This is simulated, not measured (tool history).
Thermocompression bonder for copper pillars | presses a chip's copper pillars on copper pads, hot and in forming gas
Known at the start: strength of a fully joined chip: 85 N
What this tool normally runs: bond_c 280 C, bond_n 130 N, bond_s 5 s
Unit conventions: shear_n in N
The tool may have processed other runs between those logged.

| run | hour | bond_c | bond_n | bond_s | shear_n |
|---|---|---|---|---|---|
| 1 | 0.0 | 280 | 130 | 5 | 42.6 |
| 2 | 83.1 | 280 | 130 | 5 | 42.3 |
| 3 | 138.8 | 280 | 130 | 5 | 42.3 |
| 4 | 235.8 | 280 | 130 | 5 | 42.6 |
| 5 | 325.7 | 273 | 130 | 5 | 39.8 |
| 6 | 398.7 | 273 | 130 | 6 | 42.5 |
| 7 | 453.9 | 273 | 130 | 11 | 51.8 |
| 8 | 524.8 | 280 | 130 | 5 | 42.5 |
| 9 | 610.5 | 263 | 130 | 5 | 36.6 |
|  | 633.0 | forming gas filter changed |
| 10 | 657.4 | 280 | 183 | 5 | 54.3 |
| 11 | 718.3 | 280 | 183 | 5 | 54.4 |
| 12 | 798.1 | 280 | 183 | 5 | 54.8 |
| 13 | 872.1 | 280 | 183 | 5 | 54.3 |
| 14 | 913.7 | 280 | 130 | 5 | 42.8 |
| 15 | 991.5 | 300 | 130 | 5 | 49.4 |
| 16 | 1081.1 | 257 | 96 | 3 | 21.2 |
| 17 | 1175.7 | 257 | 96 | 3 | 21.0 |
| 18 | 1237.5 | 257 | 96 | 3 | 21.2 |
| 19 | 1321.9 | 258 | 86 | 3 | 19.1 |

Estimate the outcome of run 20 from the log above:
| 20 | 1362.5 | 256 | 86 | 8 | ? |

Logged for run 20: shear_n 28.3 N.
Take away the tool's hidden state, keep the run-to-run variation as it was, and the same run would have given shear_n 28.4 N.
